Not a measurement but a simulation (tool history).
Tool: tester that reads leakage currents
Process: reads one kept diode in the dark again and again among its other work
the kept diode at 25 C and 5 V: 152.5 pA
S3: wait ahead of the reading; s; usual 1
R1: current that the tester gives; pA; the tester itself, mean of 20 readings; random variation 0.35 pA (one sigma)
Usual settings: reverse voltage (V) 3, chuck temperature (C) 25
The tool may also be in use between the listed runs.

Run 1, hour 0: usual settings. Result: R1 114.94 pA.
Run 2, hour 85: usual settings. Result: R1 115.11 pA.
Run 3, hour 140.7: usual settings. Result: R1 115.7 pA.
Run 4, hour 214.4: usual settings. Result: R1 114.92 pA.
Run 5, hour 300.2: usual settings. Result: R1 115.72 pA.
Run 6, hour 365.1: usual settings. Result: R1 115.58 pA.
Run 7, hour 439.1: usual settings. Result: R1 115.72 pA.
Run 8, hour 484.3: usual settings. Result: R1 115.5 pA.
Run 9, hour 534.1: usual settings. Result: R1 115.76 pA.
Run 10, hour 591.6: usual settings but S3 2.2 s. Result: R1 115.4 pA.
Run 11, hour 646.5: usual settings but S3 0.45 s. Result: R1 116.82 pA.
Run 12, hour 696.1: usual settings but S3 0.42 s. Result: R1 117.59 pA.
Run 13, hour 732: usual settings but S3 0.42 s. Result: R1 117.5 pA.
Run 14, hour 783.7: usual settings but S3 0.42 s. Result: R1 117.44 pA.
At hour 830.4: chuck's temperature calibrated.
Run 15, hour 833.3: usual settings but reverse voltage (V) 2.77, S3 0.42 s. Result: R1 111.6 pA.
Run 16, hour 891.5: usual settings but reverse voltage (V) 2.77, S3 0.42 s. Result: R1 111.53 pA.
Run 17, hour 974.2: usual settings. Result: R1 115.21 pA.
Run 18, hour 1029: usual settings. Result: R1 115.88 pA.
Run 19, hour 1100.9: usual settings. Result: R1 115.7 pA.
Run 20, hour 1138.6: usual settings but chuck temperature (C) 48. Result: R1 634.47 pA.
Run 21, hour 1212.7: usual settings but chuck temperature (C) 59. Result: R1 1322.43 pA.
Run 22, hour 1276.7: usual settings but chuck temperature (C) 59. Result: R1 1326 pA.
Run 23, hour 1328.3: usual settings but reverse voltage (V) 2.25, chuck temperature (C) 43, S3 6.31 s. Result: R1 381.2 pA.
Run 24, hour 1368.5: usual settings but reverse voltage (V) 1.03, chuck temperature (C) 36, S3 0.93 s. Result: R1 148.23 pA.
Run 25, hour 1403.3: usual settings but reverse voltage (V) 5.54, chuck temperature (C) 36, S3 2.02 s. Result: R1 377.26 pA.
Run 26, hour 1444.6: usual settings but reverse voltage (V) 2.55, chuck temperature (C) 38, S3 0.54 s. Result: R1 286.13 pA.
Run 27, hour 1515.1: usual settings but reverse voltage (V) 7.82, chuck temperature (C) 33, S3 0.54 s. Result: R1 371.67 pA.
Run 28, hour 1601.2: usual settings but reverse voltage (V) 7.82, chuck temperature (C) 33, S3 0.54 s. Result: R1 369.26 pA.
Run 29, hour 1641.1: usual settings but reverse voltage (V) 7.82, chuck temperature (C) 33, S3 0.54 s. Result: R1 367.9 pA.
Run 30, hour 1697.2: usual settings but reverse voltage (V) 16.17, chuck temperature (C) 26, S3 9.14 s. Result: R1 318.81 pA.
Run 31, hour 1736.7: usual settings but reverse voltage (V) 8.38, chuck temperature (C) 53. Result: R1 1581.48 pA.
Run 32, hour 1790.8: usual settings but reverse voltage (V) 12.99, chuck temperature (C) 28. Result: R1 334.92 pA.
Run 33, hour 1841.7: usual settings but reverse voltage (V) 2.83, chuck temperature (C) 28, S3 1.15 s. Result: R1 141.61 pA.
Run 34, hour 1896.8: usual settings but chuck temperature (C) 35, S3 1.32 s. Result: R1 249.35 pA.
Run 35, hour 1954.5: usual settings but reverse voltage (V) 1.44, chuck temperature (C) 33, S3 0.71 s. Result: R1 143.03 pA.
Run 36, hour 2020.7: usual settings but reverse voltage (V) 1.44, chuck temperature (C) 33, S3 0.71 s. Result: R1 142.77 pA.
Run 37, hour 2079.9: usual settings but chuck temperature (C) 23. Result: R1 98.72 pA.
Run 38, hour 2161: usual settings but reverse voltage (V) 11.86. Result: R1 252.1 pA.
Run 39, hour 2207.1: usual settings but reverse voltage (V) 13.36, chuck temperature (C) 47, S3 0.71 s. Result: R1 1372.82 pA.
Run 40, hour 2258.5: usual settings but reverse voltage (V) 13.36, chuck temperature (C) 47, S3 0.71 s. Result: R1 1368.36 pA.

Some steps in R1 between neighbouring runs. How much of each would the tool show without its hidden state too (settings, what came in, random variation), and how much is left for the hidden state, with any gauge scatter that isn't in both results?
The hidden state here: stray current of the dirty probe card, pA a volt; current scale over the true one, %; true chuck temperature over the reading, C; drift of the gauge itself on leakage_pa, %.
Run 30 -> 31: reverse voltage (V) 16.17 -> 8.38, chuck temperature (C) 26 -> 53, S3 9.14 -> 1. R1 +1262.67 pA: hidden state +0.47, all else +1262.2.
Run 31 -> 32: reverse voltage (V) 8.38 -> 12.99, chuck temperature (C) 53 -> 28. R1 -1246.56 pA: hidden state -0.46, all else -1246.1.
Run 38 -> 39: reverse voltage (V) 11.86 -> 13.36, chuck temperature (C) 25 -> 47, S3 1 -> 0.71. R1 +1120.72 pA: hidden state +0.77, all else +1119.95.
